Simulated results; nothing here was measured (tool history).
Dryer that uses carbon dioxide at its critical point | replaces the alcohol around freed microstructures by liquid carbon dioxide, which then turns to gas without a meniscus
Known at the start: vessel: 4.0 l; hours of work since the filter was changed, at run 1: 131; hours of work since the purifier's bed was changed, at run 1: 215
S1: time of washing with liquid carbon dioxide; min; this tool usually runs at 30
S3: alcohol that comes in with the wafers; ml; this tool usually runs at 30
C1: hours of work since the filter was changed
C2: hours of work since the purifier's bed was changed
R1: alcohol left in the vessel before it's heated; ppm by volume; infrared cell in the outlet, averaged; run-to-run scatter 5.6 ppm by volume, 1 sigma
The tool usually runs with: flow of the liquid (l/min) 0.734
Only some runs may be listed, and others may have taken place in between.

run 1 hour=0.0 | S1=30 flow_of_the_liquid_(l/min)=0.734 S3=30 | C1=131 C2=215 | R1=284
run 2 hour=20.3 | S1=30 flow_of_the_liquid_(l/min)=0.734 S3=30 | C1=142 C2=227 | R1=293
run 3 hour=41.7 | S1=30 flow_of_the_liquid_(l/min)=0.734 S3=30 | C1=154 C2=239 | R1=311
run 4 hour=67.5 | S1=30 flow_of_the_liquid_(l/min)=0.734 S3=30 | C1=169 C2=253 | R1=324
run 5 hour=81.4 | S1=30 flow_of_the_liquid_(l/min)=0.734 S3=30 | C1=177 C2=261 | R1=307
run 6 hour=93.7 | S1=30 flow_of_the_liquid_(l/min)=0.734 S3=30 | C1=184 C2=268 | R1=337
run 7 hour=112.3 | S1=30 flow_of_the_liquid_(l/min)=0.734 S3=30 | C1=194 C2=279 | R1=326
run 8 hour=133.6 | S1=30 flow_of_the_liquid_(l/min)=0.734 S3=30 | C1=206 C2=291 | R1=347
run 9 hour=155.7 | S1=30 flow_of_the_liquid_(l/min)=0.734 S3=30 | C1=219 C2=303 | R1=369
-- hour=171.2 inlet filter changed
run 10 hour=178.5 | S1=42 flow_of_the_liquid_(l/min)=0.734 S3=30 | C1=4 C2=315 | R1=122
run 11 hour=202.1 | S1=30 flow_of_the_liquid_(l/min)=1.106 S3=30 | C1=17 C2=329 | R1=116
run 12 hour=216.9 | S1=30 flow_of_the_liquid_(l/min)=0.734 S3=30 | C1=26 C2=337 | R1=261
run 13 hour=232.3 | S1=30 flow_of_the_liquid_(l/min)=0.734 S3=47 | C1=35 C2=346 | R1=356
run 14 hour=245.2 | S1=30 flow_of_the_liquid_(l/min)=0.734 S3=47 | C1=42 C2=353 | R1=369
run 15 hour=272.0 | S1=30 flow_of_the_liquid_(l/min)=0.734 S3=30 | C1=57 C2=368 | R1=286
run 16 hour=295.1 | S1=41 flow_of_the_liquid_(l/min)=0.938 S3=73 | C1=70 C2=381 | R1=125
run 17 hour=307.2 | S1=41 flow_of_the_liquid_(l/min)=0.938 S3=73 | C1=77 C2=388 | R1=137
run 18 hour=328.2 | S1=41 flow_of_the_liquid_(l/min)=0.938 S3=73 | C1=89 C2=400 | R1=121
run 19 hour=355.6 | S1=39 flow_of_the_liquid_(l/min)=0.589 S3=41 | C1=104 C2=415 | R1=354
run 20 hour=382.9 | S1=37 flow_of_the_liquid_(l/min)=0.797 S3=30 | C1=120 C2=431 | R1=171
run 21 hour=400.0 | S1=27 flow_of_the_liquid_(l/min)=0.613 S3=32 | C1=129 C2=441 | R1=672
run 22 hour=420.3 | S1=20 flow_of_the_liquid_(l/min)=0.945 S3=30 | C1=141 C2=452 | R1=479
run 23 hour=439.6 | S1=23 flow_of_the_liquid_(l/min)=0.754 S3=43 | C1=152 C2=463 | R1=803
run 24 hour=451.2 | S1=23 flow_of_the_liquid_(l/min)=0.754 S3=43 | C1=158 C2=469 | R1=797
run 25 hour=462.8 | S1=48 flow_of_the_liquid_(l/min)=0.694 S3=23 | C1=165 C2=476 | R1=163
run 26 hour=480.5 | S1=48 flow_of_the_liquid_(l/min)=0.694 S3=23 | C1=175 C2=486 | R1=162
run 27 hour=501.4 | S1=24 flow_of_the_liquid_(l/min)=0.715 S3=33 | C1=186 C2=498 | R1=688
run 28 hour=526.4 | S1=24 flow_of_the_liquid_(l/min)=0.715 S3=33 | C1=201 C2=512 | R1=713
run 29 hour=550.4 | S1=47 flow_of_the_liquid_(l/min)=0.715 S3=116 | C1=214 C2=525 | R1=294

Consider 5 possible next runs. They are alternatives, not a sequence: every one starts from the tool as it was left by run 29. What does each give?
-- hour=575.9 inlet filter changed
run A hour=579.7 | S1=24 flow_of_the_liquid_(l/min)=0.734 S3=97 | C1=2 C2=541 | R1=?
-- hour=575.9 inlet filter changed
run B hour=579.7 | S1=30 flow_of_the_liquid_(l/min)=0.703 S3=30 | C1=2 C2=541 | R1=?
-- hour=575.9 inlet filter changed
run C hour=579.7 | S1=37 flow_of_the_liquid_(l/min)=0.569 S3=69 | C1=2 C2=541 | R1=?
-- hour=575.9 inlet filter changed
run D hour=579.7 | S1=28 flow_of_the_liquid_(l/min)=0.734 S3=30 | C1=2 C2=541 | R1=?
-- hour=575.9 inlet filter changed
run E hour=579.7 | S1=27 flow_of_the_liquid_(l/min)=0.734 S3=29 | C1=2 C2=541 | R1=?

run=A R1=1270
run=B R1=331
run=C R1=587
run=D R1=362
run=E R1=386
What these runs would have given with no unlogged condition in the tool:
run=A R1=1113
run=B R1=186
run=C R1=438
run=D R1=215
run=E R1=237
